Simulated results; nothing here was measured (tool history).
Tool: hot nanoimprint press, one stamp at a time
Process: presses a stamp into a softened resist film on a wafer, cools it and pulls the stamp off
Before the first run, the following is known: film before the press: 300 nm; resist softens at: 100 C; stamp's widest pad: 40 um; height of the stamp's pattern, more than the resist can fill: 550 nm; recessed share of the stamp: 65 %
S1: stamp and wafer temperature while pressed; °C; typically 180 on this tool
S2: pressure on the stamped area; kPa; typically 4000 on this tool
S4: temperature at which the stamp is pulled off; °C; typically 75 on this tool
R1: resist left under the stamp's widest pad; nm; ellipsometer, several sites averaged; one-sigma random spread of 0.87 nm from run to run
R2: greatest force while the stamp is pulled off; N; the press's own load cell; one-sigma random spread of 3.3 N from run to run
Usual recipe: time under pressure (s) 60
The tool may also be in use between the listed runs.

Run 1, hour 0.0: usual settings. Result: R1 120.2 nm, R2 222 N.
Run 2, hour 72.4: usual settings but time under pressure (s) 101. Result: R1 100.7 nm, R2 235 N.
Run 3, hour 125.1: usual settings but time under pressure (s) 101. Result: R1 100.1 nm, R2 249 N.
Run 4, hour 206.5: usual settings but time under pressure (s) 101. Result: R1 102.8 nm, R2 274 N.
At hour 257.0: stamp cleaned and given a new release coat.
Run 5, hour 274.3: usual settings but S2 2760 kPa, time under pressure (s) 101. Result: R1 125.0 nm, R2 159 N.
Run 6, hour 329.0: usual settings but S2 2760 kPa, time under pressure (s) 101. Result: R1 125.1 nm, R2 169 N.
At hour 336.0: plate thermocouple calibrated.
Run 7, hour 369.7: usual settings but S2 2760 kPa, time under pressure (s) 101. Result: R1 128.3 nm, R2 180 N.
Run 8, hour 412.4: usual settings but time under pressure (s) 87. Result: R1 110.0 nm, R2 194 N.
Run 9, hour 447.0: usual settings but time under pressure (s) 39. Result: R1 148.0 nm, R2 196 N.
Run 10, hour 484.5: usual settings but time under pressure (s) 39. Result: R1 149.5 nm, R2 210 N.
Run 11, hour 541.8: usual settings but S4 73 °C. Result: R1 126.5 nm, R2 228 N.
Run 12, hour 595.9: usual settings but S4 73 °C. Result: R1 128.1 nm, R2 248 N.
At hour 611.5: press's hydraulic seals changed and the load cell set to zero.
At hour 644.1: plate thermocouple calibrated, once more.
Run 13, hour 679.3: usual settings but S4 73 °C. Result: R1 118.8 nm, R2 253 N.
Run 14, hour 737.3: usual settings but S1 182 °C, S2 2990 kPa, time under pressure (s) 87, S4 70 °C. Result: R1 113.9 nm, R2 292 N.
Run 15, hour 804.7: usual settings but time under pressure (s) 37. Result: R1 142.6 nm, R2 270 N.
At hour 846.8: stamp cleaned and given a new release coat.
Run 16, hour 889.6: usual settings but S1 186 °C, S2 5070 kPa, time under pressure (s) 55, S4 77 °C. Result: R1 90.6 nm, R2 162 N.
Run 17, hour 961.6: usual settings but S1 173 °C, time under pressure (s) 98, S4 81 °C. Result: R1 132.0 nm, R2 157 N.
Run 18, hour 1011.9: usual settings but S1 184 °C, S2 2710 kPa, time under pressure (s) 106, S4 81 °C. Result: R1 106.5 nm, R2 165 N.
At hour 1019.9: plate thermocouple calibrated.
Run 19, hour 1077.2: usual settings but S1 184 °C, S2 2710 kPa, time under pressure (s) 106, S4 81 °C. Result: R1 107.8 nm, R2 172 N.
Run 20, hour 1138.7: usual settings but S1 182 °C, S2 4060 kPa, time under pressure (s) 30, S4 81 °C. Result: R1 143.6 nm, R2 183 N.
Run 21, hour 1221.4: usual settings but S2 4950 kPa, time under pressure (s) 65. Result: R1 107.7 nm, R2 240 N.
Run 22, hour 1270.9: usual settings but S1 169 °C, S2 2560 kPa, S4 78 °C. Result: R1 216.0 nm, R2 233 N.
Run 23, hour 1343.6: usual settings but S1 185 °C, S2 6290 kPa, time under pressure (s) 43, S4 78 °C. Result: R1 93.1 nm, R2 246 N.

Measured minus without-hidden-state, run by run (identical run-to-run variation in each term; gauge scatter may differ):
What the log doesn't record here: true temperature over the reading, C; pressure that arrives at the usual setting, %; grip of the stamp's worn release coat, % over a new coat's; drift of the gauge itself on residual_nm, %; drift of the gauge itself on pull_off_n, %.
run    R1    R2
  1  +1.4   +66
  2  +1.9   +83
  3  +2.4   +97
  4  +3.3  +119
  5  +4.1    +6
  6  +4.7   +17
  7  +6.3   +27
  8  +6.6   +37
  9  +8.5   +44
 10  +9.0   +54
 11  +8.7   +69
 12  +9.5   +84
 13  +0.2   +91
 14  +0.8  +115
 15  +1.9  +117
 16  +2.1   +10
 17  +3.9   +23
 18  +3.2   +32
 19  +2.0   +41
 20  +3.8   +53
 21  +4.2   +84
 22  +5.8   +89
 23  +5.1  +105
